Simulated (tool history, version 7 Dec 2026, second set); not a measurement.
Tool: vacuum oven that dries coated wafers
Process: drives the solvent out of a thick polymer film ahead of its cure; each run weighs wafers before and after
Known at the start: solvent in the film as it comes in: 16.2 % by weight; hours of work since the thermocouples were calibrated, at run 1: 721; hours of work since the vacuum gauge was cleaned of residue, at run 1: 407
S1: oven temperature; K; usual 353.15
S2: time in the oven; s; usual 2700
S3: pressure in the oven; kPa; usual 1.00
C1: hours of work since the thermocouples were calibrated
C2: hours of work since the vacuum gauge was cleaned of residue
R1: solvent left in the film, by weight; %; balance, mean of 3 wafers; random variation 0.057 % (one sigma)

{"run": 1, "hour": 0.0, "S1": 353.15, "S2": 2700, "S3": 1.0, "C1": 721, "C2": 407, "R1": 3.28}
{"run": 2, "hour": 16.6, "S1": 353.15, "S2": 2700, "S3": 1.0, "C1": 732, "C2": 418, "R1": 3.26}
{"run": 3, "hour": 35.5, "S1": 353.15, "S2": 2700, "S3": 1.0, "C1": 744, "C2": 430, "R1": 3.27}
{"run": 4, "hour": 58.0, "S1": 353.15, "S2": 2700, "S3": 1.0, "C1": 758, "C2": 444, "R1": 3.35}
{"run": 5, "hour": 68.3, "S1": 353.15, "S2": 2700, "S3": 1.0, "C1": 764, "C2": 450, "R1": 3.31}
{"run": 6, "hour": 80.2, "S1": 353.15, "S2": 2700, "S3": 1.0, "C1": 772, "C2": 458, "R1": 3.28}
{"run": 7, "hour": 91.9, "S1": 353.15, "S2": 2580, "S3": 1.0, "C1": 779, "C2": 465, "R1": 3.44}
{"run": 8, "hour": 114.4, "S1": 353.15, "S2": 2580, "S3": 1.0, "C1": 793, "C2": 479, "R1": 3.51}
{"run": 9, "hour": 131.9, "S1": 353.15, "S2": 2580, "S3": 1.0, "C1": 804, "C2": 490, "R1": 3.54}
{"hour": 135.7, "done": "oven's thermocouples calibrated"}
{"run": 10, "hour": 153.7, "S1": 353.15, "S2": 2580, "S3": 1.0, "C1": 11, "C2": 502, "R1": 3.69}
{"run": 11, "hour": 172.2, "S1": 353.15, "S2": 2580, "S3": 1.0, "C1": 23, "C2": 514, "R1": 3.67}
{"run": 12, "hour": 186.5, "S1": 345.15, "S2": 2700, "S3": 1.0, "C1": 32, "C2": 523, "R1": 5.66}
{"run": 13, "hour": 209.7, "S1": 353.15, "S2": 2700, "S3": 1.0, "C1": 46, "C2": 538, "R1": 3.44}
{"run": 14, "hour": 227.2, "S1": 353.15, "S2": 2700, "S3": 1.0, "C1": 57, "C2": 549, "R1": 3.47}
{"run": 15, "hour": 240.0, "S1": 353.15, "S2": 2700, "S3": 1.0, "C1": 65, "C2": 557, "R1": 3.53}
{"hour": 256.4, "done": "oven's thermocouples calibrated, once more"}
{"run": 16, "hour": 261.0, "S1": 353.15, "S2": 2700, "S3": 1.0, "C1": 3, "C2": 568, "R1": 2.93}
{"run": 17, "hour": 272.5, "S1": 353.15, "S2": 2700, "S3": 3.39, "C1": 10, "C2": 576, "R1": 3.95}
{"run": 18, "hour": 282.6, "S1": 353.15, "S2": 2700, "S3": 3.39, "C1": 16, "C2": 582, "R1": 3.9}
{"run": 19, "hour": 297.0, "S1": 353.15, "S2": 2700, "S3": 3.39, "C1": 25, "C2": 591, "R1": 4.07}
{"run": 20, "hour": 317.7, "S1": 353.15, "S2": 2700, "S3": 3.39, "C1": 38, "C2": 604, "R1": 4.17}
{"run": 21, "hour": 339.0, "S1": 353.15, "S2": 2700, "S3": 3.39, "C1": 52, "C2": 617, "R1": 4.16}
{"run": 22, "hour": 360.9, "S1": 353.15, "S2": 2700, "S3": 3.39, "C1": 65, "C2": 631, "R1": 4.0}
{"run": 23, "hour": 375.1, "S1": 353.15, "S2": 2700, "S3": 3.39, "C1": 74, "C2": 640, "R1": 3.9}
{"run": 24, "hour": 387.8, "S1": 347.15, "S2": 2700, "S3": 3.39, "C1": 82, "C2": 648, "R1": 5.63}
{"run": 25, "hour": 411.5, "S1": 358.15, "S2": 2280, "S3": 2.47, "C1": 97, "C2": 663, "R1": 3.06}
{"run": 26, "hour": 426.7, "S1": 366.15, "S2": 1680, "S3": 1.86, "C1": 107, "C2": 672, "R1": 2.31}
{"run": 27, "hour": 439.4, "S1": 366.15, "S2": 1680, "S3": 2.1, "C1": 115, "C2": 680, "R1": 2.39}
{"run": 28, "hour": 458.7, "S1": 357.15, "S2": 1920, "S3": 1.81, "C1": 127, "C2": 692, "R1": 3.85}
{"run": 29, "hour": 471.4, "S1": 353.15, "S2": 3600, "S3": 1.0, "C1": 135, "C2": 700, "R1": 1.85}
{"run": 30, "hour": 492.3, "S1": 353.15, "S2": 2280, "S3": 1.21, "C1": 148, "C2": 713, "R1": 3.69}
{"run": 31, "hour": 512.9, "S1": 358.15, "S2": 2700, "S3": 0.68, "C1": 161, "C2": 726, "R1": 1.82}
{"run": 32, "hour": 525.6, "S1": 358.15, "S2": 2700, "S3": 0.68, "C1": 169, "C2": 734, "R1": 1.87}
{"run": 33, "hour": 536.3, "S1": 367.15, "S2": 3660, "S3": 3.25, "C1": 175, "C2": 741, "R1": 1.19}
{"run": 34, "hour": 550.2, "S1": 367.15, "S2": 3660, "S3": 3.25, "C1": 184, "C2": 750, "R1": 1.16}
{"run": 35, "hour": 573.2, "S1": 345.15, "S2": 1500, "S3": 3.97, "C1": 199, "C2": 764, "R1": 8.73}
{"run": 36, "hour": 593.9, "S1": 345.15, "S2": 3660, "S3": 0.54, "C1": 212, "C2": 777, "R1": 3.43}
{"run": 37, "hour": 609.0, "S1": 351.15, "S2": 2760, "S3": 0.5, "C1": 221, "C2": 787, "R1": 3.15}
{"run": 38, "hour": 619.9, "S1": 351.15, "S2": 2760, "S3": 0.5, "C1": 228, "C2": 793, "R1": 3.1}
{"run": 39, "hour": 630.8, "S1": 351.15, "S2": 2760, "S3": 0.5, "C1": 235, "C2": 800, "R1": 3.06}
{"run": 40, "hour": 644.0, "S1": 351.15, "S2": 2760, "S3": 0.5, "C1": 243, "C2": 809, "R1": 3.16}
{"run": 41, "hour": 654.1, "S1": 356.15, "S2": 1620, "S3": 1.96, "C1": 249, "C2": 815, "R1": 4.91}
{"run": 42, "hour": 668.5, "S1": 344.15, "S2": 1620, "S3": 2.66, "C1": 258, "C2": 824, "R1": 8.4}
{"run": 43, "hour": 680.5, "S1": 341.15, "S2": 2700, "S3": 1.0, "C1": 266, "C2": 831, "R1": 6.11}
{"run": 44, "hour": 692.1, "S1": 362.15, "S2": 2700, "S3": 1.62, "C1": 273, "C2": 839, "R1": 1.68}
{"run": 45, "hour": 712.0, "S1": 362.15, "S2": 2700, "S3": 1.62, "C1": 286, "C2": 851, "R1": 1.63}
{"run": 46, "hour": 722.5, "S1": 362.15, "S2": 2700, "S3": 1.62, "C1": 292, "C2": 858, "R1": 1.62}
{"run": 47, "hour": 740.9, "S1": 354.15, "S2": 2700, "S3": 2.84, "C1": 304, "C2": 869, "R1": 3.51}

How the hidden state differs across the entries between the runs, from the last listed run before each to the first after it:
Between runs 9 and 10: oven's thermocouples calibrated (hour 135.7)
  true wafer temperature over the reading, C: -2.02 -> -2.8; true pressure over the reading, kPa: 0.087 -> 0.09
  measured less the result without the state, R1: +0.52 -> +0.69 %
Between runs 15 and 16: oven's thermocouples calibrated, once more (hour 256.4)
  true wafer temperature over the reading, C: -2.9 -> -0.17; true pressure over the reading, kPa: 0.101 -> 0.104
  measured less the result without the state, R1: +0.71 -> +0.08 %

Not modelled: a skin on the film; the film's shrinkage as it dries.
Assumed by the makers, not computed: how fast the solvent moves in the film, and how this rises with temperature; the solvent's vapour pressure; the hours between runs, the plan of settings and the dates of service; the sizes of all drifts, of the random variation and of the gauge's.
